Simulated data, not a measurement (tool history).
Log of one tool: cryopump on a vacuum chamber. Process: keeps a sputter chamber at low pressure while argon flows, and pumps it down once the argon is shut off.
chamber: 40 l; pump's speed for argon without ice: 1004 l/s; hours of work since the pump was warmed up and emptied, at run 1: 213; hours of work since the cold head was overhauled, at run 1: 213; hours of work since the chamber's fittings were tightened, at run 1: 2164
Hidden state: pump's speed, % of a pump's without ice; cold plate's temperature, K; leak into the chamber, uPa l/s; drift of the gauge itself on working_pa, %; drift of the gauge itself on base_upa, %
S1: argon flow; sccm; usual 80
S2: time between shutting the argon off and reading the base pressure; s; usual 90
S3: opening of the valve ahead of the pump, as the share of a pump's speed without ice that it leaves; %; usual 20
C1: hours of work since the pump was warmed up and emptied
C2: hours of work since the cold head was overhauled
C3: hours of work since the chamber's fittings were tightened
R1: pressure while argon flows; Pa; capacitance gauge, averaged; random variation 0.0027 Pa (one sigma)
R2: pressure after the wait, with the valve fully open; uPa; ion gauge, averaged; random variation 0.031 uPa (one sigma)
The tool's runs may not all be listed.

run   hour   S1   S2  S3   C1   C2    C3      R1    R2
  1      0   80   90  20  213  213  2164   0.707  3.82
  2   18.2   80   90  20  221  221  2172  0.7132  3.98
  3   42.5   80   90  20  231  231  2182  0.7071  3.99
  4   73.1   80   90  20  244  244  2195  0.7193  3.98
  5   89.9   80   90  20  252  252  2202  0.7159  4.06
     104.4  -- leaking fittings of the chamber tightened, without venting
  6  105.7   80   90  20  257  257     1  0.7167  1.75
  7  132.5   80   90  19  269  269    12  0.7552  1.77
  8  153.4   57   90  19  278  278    21  0.5395  1.72
  9  184.9   57   90  19  291  291    34  0.5419   1.8
 10  209.2   57   90  19  302  302    45  0.5437  1.79
 11  222.4   57   90  19  307  307    50   0.547  1.81
 12  250.1   80   90  20  319  319    62  0.7315  1.81
 13    263   80   90  29  325  325    68   0.523  1.81
 14    294   80   90  20  338  338    81   0.737   1.8
 15  318.7  127   90  20  349  349    92  1.1737  1.86
 16  333.6   80   30  20  355  355    98  0.7388  4.58
 17  359.9   80   30  20  366  366   109  0.7451  4.51
     374.5  -- pump warmed up, emptied and cooled again
 18  389.1   80   90  20    6  377   120   0.678  1.68
 19    404   80   37  34   13  383   126  0.3994  3.58
 20  428.6   80   90  17   23  393   137  0.7943  1.74
 21  441.4   80   24  16   29  399   142  0.8482  5.33
 22  469.2   80   24  16   40  411   154  0.8427  5.42
 23  493.1   43   68  20   51  421   164  0.3647  2.18
 24  520.4   43   68  20   62  433   176  0.3671  2.16
 25  546.3   43   68  20   73  444   187   0.369  2.25
 26  576.6   43   74  21   86  457   200   0.352   2.1
 27    605   69   30  20   99  469   212  0.5906  4.41
 28    634   80   90  32  111  481   224  0.4381  1.89
 29  650.7  156  295  18  118  488   232  1.4837  0.98
 30  678.7   80  205  17  130  500   243   0.813   1.1
 31  695.3   63  205  17  137  508   251  0.6379  1.11
 32  726.8   63  205  17  151  521   264  0.6392  1.18
 33  754.1   33   90  20  162  533   276  0.2889  1.91
 34  776.1   33   90  20  172  542   285  0.2874  1.94
 35  805.2   33   90  20  184  555   298  0.2888  2.04

Forecast each of these 3 alternatives for the next run:
  A   821   72  143  20  191  561  304   ?   ?
  B   821  106   58  20  191  561  304   ?   ?
  C   821   70   94  17  191  561  304   ?   ?

run      R1    R2
  A   0.631  1.45
  B  0.9278  2.71
  C  0.7228  1.93
Without the tool's hidden state the same runs would have given:
run      R1    R2
  A  0.6059  1.09
  B   0.891  2.35
  C  0.6983  1.57
